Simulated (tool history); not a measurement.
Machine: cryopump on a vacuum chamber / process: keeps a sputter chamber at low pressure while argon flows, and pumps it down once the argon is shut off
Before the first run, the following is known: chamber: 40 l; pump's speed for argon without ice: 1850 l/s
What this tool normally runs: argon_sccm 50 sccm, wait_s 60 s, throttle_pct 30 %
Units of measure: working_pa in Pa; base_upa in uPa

run    hour  argon_sccm  wait_s  throttle_pct  working_pa  base_upa
  1       0          50      60            30      0.1599      1.45
  2    52.8          50      30            30      0.1596      2.81
  3   140.7          50     172            30      0.1608      0.66
  4   222.9          50     172            30      0.1636      0.71
  5   323.2          50     172            30      0.1633      0.76
  6   368.7          37     172            30      0.1229      0.73
  7   422.3          50      60            30      0.1667      1.56
  8   467.4          50      60            30      0.1665      1.57
  9   516.6          50      60            30       0.167      1.64
 10   601.6          50      60            46      0.1143       1.6
 11   672.7          50      60            46      0.1151      1.59
 12   761.2          50      60            43      0.1232      1.68
 13   848.9          50      60            34      0.1559      1.72
      871.1  -- pump warmed up, emptied and cooled again
 14   931.5          50      60            51      0.0914      1.64
 15  1018.1          50      60            30      0.1547      1.61
 16  1060.7          50      60            30       0.154      1.62
 17  1158.5          50      60            30      0.1566       1.6
 18  1213.9          50     262            30      0.1575       0.7
 19  1291.1          50     140            30      0.1556      0.92
 20  1382.9          25      44            21      0.1118       2.1
 21  1476.9          25      44            21      0.1128      2.13
 22  1535.5          25      44            21      0.1119      2.18
 23  1636.8          25      84            20      0.1188      1.38
 24  1730.3          25      84            20      0.1199      1.45
 25  1813.2          25      84            20      0.1202      1.46
 26  1891.8          34      84            50      0.0714      1.52

The next listed run, before its measurement:
 27  1937.4          28      45            30           ?         ?

working_pa: 0.0918 Pa
base_upa: 2.19 uPa
Without the tool's hidden state the same run would have given working_pa 0.0843 Pa, base_upa 1.75 uPa.
